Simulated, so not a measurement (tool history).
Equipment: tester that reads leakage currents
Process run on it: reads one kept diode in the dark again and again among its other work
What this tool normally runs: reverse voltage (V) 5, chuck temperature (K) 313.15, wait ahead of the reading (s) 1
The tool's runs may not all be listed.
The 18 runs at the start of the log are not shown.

| run | hour | reverse voltage (V) | chuck temperature (K) | wait ahead of the reading (s) | hours of work since the probe card was cleaned | hours of work since the tester was calibrated | hours of work since the chuck was calibrated | current that the tester gives (pA) |
|---|---|---|---|---|---|---|---|---|
| 19 | 630.3 | 1.2 | 313.15 | 1 | 305 | 1223 | 186 | 210.51 |
| 20 | 673.2 | 1.2 | 314.15 | 1 | 335 | 1253 | 216 | 225.82 |
| 21 | 719.3 | 3.32 | 330.15 | 0.79 | 367 | 1285 | 248 | 974.54 |
| 22 | 756.9 | 3.32 | 330.15 | 0.79 | 394 | 1311 | 274 | 979.85 |
| 23 | 780.2 | 5 | 296.15 | 7.04 | 410 | 1328 | 290 | 106.18 |
| 24 | 807.6 | 5.37 | 313.15 | 0.43 | 429 | 1347 | 309 | 379.75 |
| 25 | 850.6 | 5 | 306.15 | 1 | 459 | 1377 | 339 | 225.82 |
| 26 | 870.6 | 5 | 306.15 | 1 | 473 | 1391 | 353 | 222.71 |
| 27 | 905.5 | 5 | 306.15 | 0.52 | 497 | 1415 | 378 | 224.38 |
| 28 | 952.7 | 3.95 | 313.15 | 7.05 | 530 | 1448 | 410 | 330.21 |
| 29 | 981.4 | 3.95 | 313.15 | 7.05 | 550 | 1468 | 430 | 331.14 |
| 30 | 1005 | 10.9 | 327.15 | 2.18 | 566 | 1484 | 447 | 1272.98 |
| 31 | 1030.8 | 10.9 | 327.15 | 2.18 | 584 | 1502 | 465 | 1269.67 |
| 32 | 1063.4 | 2.91 | 299.15 | 8.42 | 607 | 1525 | 487 | 104.24 |
| 33 | 1099.1 | 2.91 | 299.15 | 8.42 | 632 | 1550 | 512 | 103.71 |
| 34 | 1146.8 | 5.06 | 312.15 | 1 | 665 | 1583 | 545 | 335.67 |
| 35 | 1172.6 | 8.68 | 303.15 | 0.51 | 683 | 1601 | 563 | 217.56 |
| 36 | 1214 | 8.68 | 303.15 | 0.51 | 712 | 1630 | 592 | 217.07 |
| 37 | 1235.7 | 3.55 | 296.15 | 3.11 | 727 | 1645 | 607 | 87.72 |
| 38 | 1274.4 | 3.68 | 296.15 | 3.11 | 754 | 1672 | 634 | 89.1 |
| 39 | 1313.8 | 3.68 | 296.15 | 3.11 | 781 | 1699 | 662 | 89.09 |

3 options for the next run, each taken on its own from the tool as it stands now. Forecast them:
| A | 1339 | 1.37 | 296.15 | 3.11 | 799 | 1716 | 679 | ? |
| B | 1339 | 2.25 | 302.15 | 2.26 | 799 | 1716 | 679 | ? |
| C | 1339 | 3.68 | 296.15 | 2.78 | 799 | 1716 | 679 | ? |

| run | current that the tester gives (pA) |
|---|---|
| A | 58.88 |
| B | 114.48 |
| C | 88.84 |
With no hidden state in the tool, these same runs would have given:
| run | current that the tester gives (pA) |
|---|---|
| A | 66.3 |
| B | 128.42 |
| C | 99.55 |
